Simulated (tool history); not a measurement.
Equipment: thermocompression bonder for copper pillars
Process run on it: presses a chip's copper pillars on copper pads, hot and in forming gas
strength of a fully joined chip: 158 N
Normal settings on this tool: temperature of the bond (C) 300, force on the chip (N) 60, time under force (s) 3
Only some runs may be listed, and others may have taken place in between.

run,hour,temperature of the bond (C),force on the chip (N),time under force (s),force that shears a chip off (N)
1,0.0,300,60,3,73.0
2,13.9,300,80,3,95.1
3,23.8,300,80,3,96.8
4,36.7,324,60,3,86.1
5,46.6,324,60,3,86.0
6,53.8,324,60,3,86.0
7,60.6,324,60,3,84.6
8,70.4,324,60,3,85.0
9,80.7,324,60,3,84.9
10,88.4,300,60,3,72.5
11,100.2,300,60,3,71.8
12,111.5,300,60,3,69.7
13,119.9,300,60,7,93.8
14,130.5,300,60,3,71.6
15,141.8,277,55,2,44.1
16,152.0,286,60,4,69.3
17,162.2,278,60,3,58.2
18,173.5,278,47,3,43.7
19,185.3,278,47,3,43.4
20,192.0,278,47,3,43.8
21,200.2,278,42,4,43.0
22,213.1,294,61,3,68.7
23,219.6,294,61,3,66.6
24,233.4,294,61,3,66.6
25,239.9,294,61,3,67.1
26,252.2,294,61,3,67.4
27,262.6,294,60,5,79.7

Here are 4 independent what-if runs from the current tool condition. What would each one return?
A,270.7,271,64,8,?
B,270.7,300,41,3,?
C,270.7,308,60,5,?
D,270.7,287,62,3,?

run,force that shears a chip off (N)
A,82.8
B,45.1
C,85.1
D,64.0
Had the tool no hidden state, the same runs would have come out as:
run,force that shears a chip off (N)
A,89.7
B,49.4
C,92.2
D,69.7

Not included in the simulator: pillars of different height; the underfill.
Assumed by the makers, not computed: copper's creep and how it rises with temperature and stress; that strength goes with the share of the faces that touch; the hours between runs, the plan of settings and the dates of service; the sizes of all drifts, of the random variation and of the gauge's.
